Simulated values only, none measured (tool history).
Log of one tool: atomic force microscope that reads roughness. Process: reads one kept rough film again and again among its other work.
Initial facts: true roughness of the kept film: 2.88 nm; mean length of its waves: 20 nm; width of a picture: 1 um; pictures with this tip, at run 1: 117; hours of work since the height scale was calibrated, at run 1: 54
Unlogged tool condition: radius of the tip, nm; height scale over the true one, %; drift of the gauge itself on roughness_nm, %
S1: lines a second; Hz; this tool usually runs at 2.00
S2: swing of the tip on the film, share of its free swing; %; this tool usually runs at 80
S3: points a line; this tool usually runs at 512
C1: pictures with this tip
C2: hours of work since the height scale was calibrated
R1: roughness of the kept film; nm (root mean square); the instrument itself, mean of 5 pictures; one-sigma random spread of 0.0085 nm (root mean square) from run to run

run,hour,S1,S2,S3,C1,C2,R1
1,0.0,2.00,80,512,117,54,1.637
2,8.9,1.66,80,512,123,58,1.672
3,21.1,2.00,80,512,133,63,1.599
4,38.4,0.91,80,512,146,71,1.706
# hour 40.3: height scale calibrated on a step standard
5,51.2,2.00,80,512,155,5,1.548
6,61.0,2.00,72,512,162,9,1.632
7,78.9,2.00,72,512,176,17,1.600
8,94.9,2.00,88,278,188,24,1.371
# hour 101.3: height scale calibrated on a step standard, once more
9,107.4,2.00,88,278,197,3,1.371
10,125.3,2.00,88,401,211,11,1.355
11,141.4,1.24,59,401,223,18,1.631

Consider 3 possible next runs. They are alternatives, not a sequence: every one starts from the tool as it was left by run 11. What does each give?
A,154.9,1.24,57,707,234,23,?
B,154.9,1.24,78,401,234,23,?
C,154.9,2.00,74,336,234,23,?

run,R1
A,1.646
B,1.518
C,1.479
Stripped of hidden state, with their random variation kept, the same runs would have yielded:
run,R1
A,2.170
B,2.003
C,1.950
